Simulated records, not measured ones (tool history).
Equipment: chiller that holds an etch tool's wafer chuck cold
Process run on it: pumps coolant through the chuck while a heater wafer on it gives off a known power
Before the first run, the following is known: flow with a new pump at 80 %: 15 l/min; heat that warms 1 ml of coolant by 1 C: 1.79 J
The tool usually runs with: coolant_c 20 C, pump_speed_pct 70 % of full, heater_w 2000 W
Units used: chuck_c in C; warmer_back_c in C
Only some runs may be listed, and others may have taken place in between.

{"run": 1, "hour": 0.0, "coolant_c": 20, "pump_speed_pct": 70, "heater_w": 2000, "chuck_c": 38.3, "warmer_back_c": 5.14}
{"run": 2, "hour": 71.1, "coolant_c": 20, "pump_speed_pct": 70, "heater_w": 2000, "chuck_c": 38.5, "warmer_back_c": 5.22}
{"run": 3, "hour": 134.9, "coolant_c": 20, "pump_speed_pct": 70, "heater_w": 2000, "chuck_c": 38.5, "warmer_back_c": 5.17}
{"run": 4, "hour": 197.2, "coolant_c": 20, "pump_speed_pct": 70, "heater_w": 2000, "chuck_c": 38.5, "warmer_back_c": 5.17}
{"run": 5, "hour": 238.9, "coolant_c": 20, "pump_speed_pct": 70, "heater_w": 2000, "chuck_c": 38.4, "warmer_back_c": 5.17}
{"run": 6, "hour": 292.9, "coolant_c": 20, "pump_speed_pct": 70, "heater_w": 1103, "chuck_c": 30.3, "warmer_back_c": 2.85}
{"run": 7, "hour": 345.0, "coolant_c": 20, "pump_speed_pct": 91, "heater_w": 2000, "chuck_c": 35.8, "warmer_back_c": 3.91}
{"run": 8, "hour": 401.9, "coolant_c": 20, "pump_speed_pct": 91, "heater_w": 2000, "chuck_c": 35.9, "warmer_back_c": 3.94}
{"run": 9, "hour": 442.7, "coolant_c": 20, "pump_speed_pct": 91, "heater_w": 2000, "chuck_c": 36.0, "warmer_back_c": 3.84}
{"run": 10, "hour": 508.1, "coolant_c": 20, "pump_speed_pct": 91, "heater_w": 2000, "chuck_c": 36.1, "warmer_back_c": 3.91}
{"run": 11, "hour": 556.6, "coolant_c": 20, "pump_speed_pct": 91, "heater_w": 2000, "chuck_c": 36.0, "warmer_back_c": 3.91}
{"run": 12, "hour": 595.9, "coolant_c": 20, "pump_speed_pct": 91, "heater_w": 2000, "chuck_c": 35.9, "warmer_back_c": 3.93}
{"run": 13, "hour": 666.7, "coolant_c": 20, "pump_speed_pct": 70, "heater_w": 2000, "chuck_c": 38.6, "warmer_back_c": 5.18}
{"run": 14, "hour": 733.1, "coolant_c": 20, "pump_speed_pct": 87, "heater_w": 2000, "chuck_c": 36.7, "warmer_back_c": 4.12}
{"run": 15, "hour": 789.5, "coolant_c": 15, "pump_speed_pct": 70, "heater_w": 2000, "chuck_c": 33.6, "warmer_back_c": 5.26}
{"run": 16, "hour": 851.3, "coolant_c": 20, "pump_speed_pct": 70, "heater_w": 2000, "chuck_c": 38.6, "warmer_back_c": 5.23}
{"run": 17, "hour": 907.1, "coolant_c": 28, "pump_speed_pct": 95, "heater_w": 2000, "chuck_c": 43.8, "warmer_back_c": 3.8}
{"run": 18, "hour": 978.5, "coolant_c": 23, "pump_speed_pct": 72, "heater_w": 1323, "chuck_c": 35.3, "warmer_back_c": 3.33}
{"run": 19, "hour": 1032.3, "coolant_c": 23, "pump_speed_pct": 97, "heater_w": 1323, "chuck_c": 33.3, "warmer_back_c": 2.4}
{"run": 20, "hour": 1096.4, "coolant_c": 23, "pump_speed_pct": 97, "heater_w": 1323, "chuck_c": 33.4, "warmer_back_c": 2.38}
{"run": 21, "hour": 1161.0, "coolant_c": 23, "pump_speed_pct": 67, "heater_w": 1030, "chuck_c": 33.0, "warmer_back_c": 2.82}
{"run": 22, "hour": 1190.1, "coolant_c": 23, "pump_speed_pct": 67, "heater_w": 1030, "chuck_c": 32.9, "warmer_back_c": 2.88}
{"hour": 1201.9, "done": "coolant pump overhauled"}
{"run": 23, "hour": 1264.3, "coolant_c": 15, "pump_speed_pct": 91, "heater_w": 2730, "chuck_c": 37.2, "warmer_back_c": 5.38}
{"hour": 1277.7, "done": "coolant changed, channels flushed"}
{"run": 24, "hour": 1331.6, "coolant_c": 14, "pump_speed_pct": 75, "heater_w": 2349, "chuck_c": 33.1, "warmer_back_c": 5.77}
{"run": 25, "hour": 1375.5, "coolant_c": 23, "pump_speed_pct": 88, "heater_w": 1126, "chuck_c": 31.5, "warmer_back_c": 2.31}
{"run": 26, "hour": 1418.5, "coolant_c": 26, "pump_speed_pct": 92, "heater_w": 1448, "chuck_c": 36.7, "warmer_back_c": 2.87}
{"run": 27, "hour": 1449.6, "coolant_c": 26, "pump_speed_pct": 92, "heater_w": 1448, "chuck_c": 36.6, "warmer_back_c": 2.84}
{"run": 28, "hour": 1490.2, "coolant_c": 11, "pump_speed_pct": 93, "heater_w": 1090, "chuck_c": 19.0, "warmer_back_c": 2.11}
{"hour": 1540.1, "done": "coolant pump overhauled, once more"}
{"run": 29, "hour": 1542.9, "coolant_c": 24, "pump_speed_pct": 93, "heater_w": 2700, "chuck_c": 43.5, "warmer_back_c": 5.13}
{"run": 30, "hour": 1579.2, "coolant_c": 24, "pump_speed_pct": 93, "heater_w": 2700, "chuck_c": 43.5, "warmer_back_c": 5.17}
{"run": 31, "hour": 1646.8, "coolant_c": 24, "pump_speed_pct": 68, "heater_w": 1373, "chuck_c": 36.0, "warmer_back_c": 3.72}
{"run": 32, "hour": 1709.0, "coolant_c": 24, "pump_speed_pct": 68, "heater_w": 1624, "chuck_c": 38.2, "warmer_back_c": 4.35}

Subtracting, for every run, the result it would have given without the tool's unlogged condition from the measured result gives the following. The same run-to-run variation enters both numbers; the gauge's scatter may not:
Hidden state at play: heat passed by the chuck's channels, % of clean ones'; flow at a given pump speed, % of a new pump's; coolant's true temperature over the reading, C; drift of the gauge itself on chuck_c, C; drift of the gauge itself on warmer_back_c, C.
run=1 chuck_c=+1.7 warmer_back_c=+0.03
run=2 chuck_c=+1.8 warmer_back_c=+0.03
run=3 chuck_c=+1.8 warmer_back_c=+0.03
run=4 chuck_c=+1.8 warmer_back_c=+0.04
run=5 chuck_c=+1.8 warmer_back_c=+0.04
run=6 chuck_c=+1.1 warmer_back_c=+0.02
run=7 chuck_c=+1.6 warmer_back_c=+0.03
run=8 chuck_c=+1.7 warmer_back_c=+0.04
run=9 chuck_c=+1.7 warmer_back_c=+0.03
run=10 chuck_c=+1.7 warmer_back_c=+0.03
run=11 chuck_c=+1.7 warmer_back_c=+0.03
run=12 chuck_c=+1.7 warmer_back_c=+0.03
run=13 chuck_c=+1.9 warmer_back_c=+0.05
run=14 chuck_c=+1.9 warmer_back_c=+0.04
run=15 chuck_c=+2.0 warmer_back_c=+0.05
run=16 chuck_c=+2.1 warmer_back_c=+0.05
run=17 chuck_c=+1.8 warmer_back_c=+0.04
run=18 chuck_c=+1.4 warmer_back_c=+0.03
run=19 chuck_c=+1.2 warmer_back_c=+0.03
run=20 chuck_c=+1.3 warmer_back_c=+0.03
run=21 chuck_c=+1.2 warmer_back_c=+0.04
run=22 chuck_c=+1.3 warmer_back_c=+0.04
run=23 chuck_c=+2.6 warmer_back_c=+0.10
run=24 chuck_c=+0.5 warmer_back_c=+0.10
run=25 chuck_c=+0.3 warmer_back_c=+0.04
run=26 chuck_c=+0.4 warmer_back_c=+0.06
run=27 chuck_c=+0.4 warmer_back_c=+0.06
run=28 chuck_c=+0.3 warmer_back_c=+0.05
run=29 chuck_c=+0.3 warmer_back_c=+0.01
run=30 chuck_c=+0.3 warmer_back_c=+0.01
run=31 chuck_c=+0.3 warmer_back_c=+0.00
run=32 chuck_c=+0.3 warmer_back_c=+0.02
